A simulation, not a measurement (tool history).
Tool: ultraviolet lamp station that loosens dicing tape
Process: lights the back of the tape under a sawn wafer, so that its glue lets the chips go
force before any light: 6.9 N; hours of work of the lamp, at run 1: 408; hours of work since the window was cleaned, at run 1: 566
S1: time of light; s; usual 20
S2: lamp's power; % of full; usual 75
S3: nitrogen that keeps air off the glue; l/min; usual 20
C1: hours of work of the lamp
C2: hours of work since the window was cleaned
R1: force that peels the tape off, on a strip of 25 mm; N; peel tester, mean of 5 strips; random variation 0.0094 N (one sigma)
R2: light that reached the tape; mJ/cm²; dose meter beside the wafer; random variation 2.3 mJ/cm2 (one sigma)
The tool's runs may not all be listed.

run 1 hour=0.0 | S1=20 S2=75 S3=20 | C1=408 C2=566 | R1=0.507 R2=206
run 2 hour=35.0 | S1=20 S2=75 S3=20 | C1=435 C2=594 | R1=0.516 R2=206
run 3 hour=64.7 | S1=20 S2=75 S3=20 | C1=459 C2=618 | R1=0.522 R2=203
run 4 hour=95.3 | S1=20 S2=75 S3=20 | C1=483 C2=642 | R1=0.545 R2=204
run 5 hour=126.8 | S1=20 S2=75 S3=20 | C1=508 C2=667 | R1=0.569 R2=204
-- hour=141.9 window cleaned of glue's vapour
run 6 hour=161.7 | S1=20 S2=75 S3=20 | C1=535 C2=16 | R1=0.583 R2=197
run 7 hour=187.5 | S1=20 S2=75 S3=14 | C1=556 C2=36 | R1=0.651 R2=197
run 8 hour=213.7 | S1=20 S2=75 S3=23 | C1=577 C2=57 | R1=0.553 R2=196
run 9 hour=238.0 | S1=20 S2=75 S3=23 | C1=596 C2=76 | R1=0.571 R2=193
run 10 hour=264.6 | S1=20 S2=75 S3=23 | C1=617 C2=97 | R1=0.596 R2=190
-- hour=268.3 window cleaned of glue's vapour, once more
run 11 hour=283.5 | S1=20 S2=75 S3=23 | C1=632 C2=12 | R1=0.458 R2=219
run 12 hour=308.8 | S1=20 S2=75 S3=23 | C1=652 C2=32 | R1=0.455 R2=217
run 13 hour=340.5 | S1=20 S2=75 S3=23 | C1=677 C2=57 | R1=0.473 R2=214
run 14 hour=363.1 | S1=20 S2=75 S3=23 | C1=695 C2=75 | R1=0.491 R2=211
run 15 hour=393.2 | S1=20 S2=75 S3=20 | C1=719 C2=99 | R1=0.500 R2=212
run 16 hour=426.4 | S1=20 S2=75 S3=20 | C1=745 C2=125 | R1=0.503 R2=211
run 17 hour=450.8 | S1=20 S2=75 S3=20 | C1=764 C2=145 | R1=0.496 R2=212
run 18 hour=482.7 | S1=35 S2=75 S3=20 | C1=789 C2=170 | R1=0.229 R2=360
run 19 hour=502.1 | S1=35 S2=75 S3=20 | C1=805 C2=185 | R1=0.234 R2=358
run 20 hour=534.6 | S1=35 S2=75 S3=20 | C1=831 C2=211 | R1=0.251 R2=360
run 21 hour=571.5 | S1=16 S2=86 S3=10 | C1=860 C2=240 | R1=0.818 R2=188
run 22 hour=600.5 | S1=18 S2=75 S3=20 | C1=883 C2=263 | R1=0.652 R2=188
run 23 hour=633.3 | S1=13 S2=62 S3=8 | C1=909 C2=289 | R1=1.990 R2=105
run 24 hour=668.8 | S1=13 S2=62 S3=8 | C1=937 C2=317 | R1=1.976 R2=104
run 25 hour=704.4 | S1=25 S2=95 S3=7 | C1=965 C2=346 | R1=0.353 R2=315
run 26 hour=721.2 | S1=12 S2=87 S3=10 | C1=978 C2=359 | R1=1.398 R2=141
run 27 hour=756.3 | S1=20 S2=63 S3=20 | C1=1006 C2=387 | R1=0.825 R2=167
run 28 hour=775.5 | S1=20 S2=91 S3=20 | C1=1022 C2=402 | R1=0.387 R2=238
run 29 hour=811.9 | S1=20 S2=91 S3=20 | C1=1050 C2=431 | R1=0.403 R2=236
run 30 hour=843.8 | S1=19 S2=74 S3=20 | C1=1076 C2=456 | R1=0.674 R2=183
run 31 hour=864.3 | S1=27 S2=96 S3=21 | C1=1092 C2=472 | R1=0.254 R2=334
run 32 hour=883.3 | S1=38 S2=75 S3=20 | C1=1107 C2=487 | R1=0.227 R2=365
run 33 hour=906.5 | S1=36 S2=60 S3=16 | C1=1125 C2=506 | R1=0.344 R2=273
run 34 hour=940.3 | S1=36 S2=60 S3=16 | C1=1152 C2=533 | R1=0.329 R2=271
run 35 hour=960.8 | S1=34 S2=75 S3=20 | C1=1168 C2=549 | R1=0.269 R2=319
run 36 hour=995.5 | S1=13 S2=61 S3=33 | C1=1196 C2=576 | R1=1.654 R2=97
run 37 hour=1015.7 | S1=13 S2=61 S3=33 | C1=1212 C2=592 | R1=1.642 R2=99
run 38 hour=1050.8 | S1=14 S2=75 S3=22 | C1=1240 C2=620 | R1=1.145 R2=133
run 39 hour=1084.9 | S1=27 S2=89 S3=29 | C1=1267 C2=647 | R1=0.262 R2=293
run 40 hour=1107.2 | S1=24 S2=62 S3=8 | C1=1284 C2=665 | R1=0.962 R2=181

Forecast each of these 4 alternatives for the next run:
-- hour=1125.1 window cleaned of glue's vapour
run A hour=1125.6 | S1=20 S2=75 S3=35 | C1=1299 C2=0 | R1=? R2=?
-- hour=1125.1 window cleaned of glue's vapour
run B hour=1125.6 | S1=24 S2=75 S3=27 | C1=1299 C2=0 | R1=? R2=?
-- hour=1125.1 window cleaned of glue's vapour
run C hour=1125.6 | S1=24 S2=66 S3=8 | C1=1299 C2=0 | R1=? R2=?
-- hour=1125.1 window cleaned of glue's vapour
run D hour=1125.6 | S1=20 S2=75 S3=11 | C1=1299 C2=0 | R1=? R2=?

run=A R1=0.504 R2=198
run=B R1=0.387 R2=237
run=C R1=0.716 R2=205
run=D R1=0.741 R2=196
Without the tool's hidden state the same runs would have given:
run=A R1=0.352 R2=241
run=B R1=0.287 R2=289
run=C R1=0.491 R2=251
run=D R1=0.514 R2=239
